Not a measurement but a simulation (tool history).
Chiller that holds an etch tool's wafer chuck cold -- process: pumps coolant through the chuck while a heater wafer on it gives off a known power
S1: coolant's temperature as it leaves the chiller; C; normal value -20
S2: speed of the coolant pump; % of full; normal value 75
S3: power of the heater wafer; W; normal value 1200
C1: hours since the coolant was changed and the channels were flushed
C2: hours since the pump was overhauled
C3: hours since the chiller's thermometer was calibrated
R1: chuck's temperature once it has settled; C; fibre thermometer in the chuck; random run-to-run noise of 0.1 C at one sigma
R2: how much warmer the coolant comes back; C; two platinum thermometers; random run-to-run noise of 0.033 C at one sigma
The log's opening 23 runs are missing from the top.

{"run": 24, "hour": 748.9, "S1": -21, "S2": 100, "S3": 1200, "C1": 2957, "C2": 1429, "C3": 3755, "R1": -13.4, "R2": 3.45}
{"run": 25, "hour": 773.3, "S1": -12, "S2": 64, "S3": 1200, "C1": 2981, "C2": 1453, "C3": 3780, "R1": -0.2, "R2": 5.55}
{"run": 26, "hour": 802.5, "S1": -12, "S2": 64, "S3": 1200, "C1": 3010, "C2": 1483, "C3": 3809, "R1": -0.2, "R2": 5.59}
{"hour": 836.8, "done": "chiller's thermometer calibrated"}
{"run": 27, "hour": 850.3, "S1": -20, "S2": 75, "S3": 1289, "C1": 3057, "C2": 1529, "C3": 13, "R1": -9.0, "R2": 5.02}
{"run": 28, "hour": 880.2, "S1": -25, "S2": 84, "S3": 1289, "C1": 3087, "C2": 1559, "C3": 43, "R1": -15.3, "R2": 4.45}
{"run": 29, "hour": 924.9, "S1": -17, "S2": 94, "S3": 1777, "C1": 3132, "C2": 1604, "C3": 88, "R1": -4.9, "R2": 5.34}
{"run": 30, "hour": 966.4, "S1": -17, "S2": 94, "S3": 1777, "C1": 3173, "C2": 1646, "C3": 130, "R1": -4.9, "R2": 5.37}
{"run": 31, "hour": 988.5, "S1": -20, "S2": 75, "S3": 1736, "C1": 3195, "C2": 1668, "C3": 152, "R1": -5.2, "R2": 6.71}
{"run": 32, "hour": 1028.8, "S1": -20, "S2": 75, "S3": 1736, "C1": 3236, "C2": 1708, "C3": 192, "R1": -5.2, "R2": 6.76}

Below are 4 alternative next runs, each starting from the tool's condition after run 32. Predict each:
{"run": "A", "hour": 1058.6, "S1": -10, "S2": 67, "S3": 920, "C1": 3265, "C2": 1738, "C3": 222, "R1": "?", "R2": "?"}
{"run": "B", "hour": 1058.6, "S1": -13, "S2": 65, "S3": 1094, "C1": 3265, "C2": 1738, "C3": 222, "R1": "?", "R2": "?"}
{"run": "C", "hour": 1058.6, "S1": -18, "S2": 72, "S3": 1107, "C1": 3265, "C2": 1738, "C3": 222, "R1": "?", "R2": "?"}
{"run": "D", "hour": 1058.6, "S1": -24, "S2": 84, "S3": 1482, "C1": 3265, "C2": 1738, "C3": 222, "R1": "?", "R2": "?"}

run=A R1=-1.2 R2=4.06
run=B R1=-2.4 R2=4.90
run=C R1=-8.3 R2=4.50
run=D R1=-12.6 R2=5.09
Take away the tool's hidden state, keep each run's random variation, and the runs would have read:
run=A R1=-1.2 R2=4.06
run=B R1=-2.4 R2=4.89
run=C R1=-8.3 R2=4.50
run=D R1=-12.6 R2=5.09

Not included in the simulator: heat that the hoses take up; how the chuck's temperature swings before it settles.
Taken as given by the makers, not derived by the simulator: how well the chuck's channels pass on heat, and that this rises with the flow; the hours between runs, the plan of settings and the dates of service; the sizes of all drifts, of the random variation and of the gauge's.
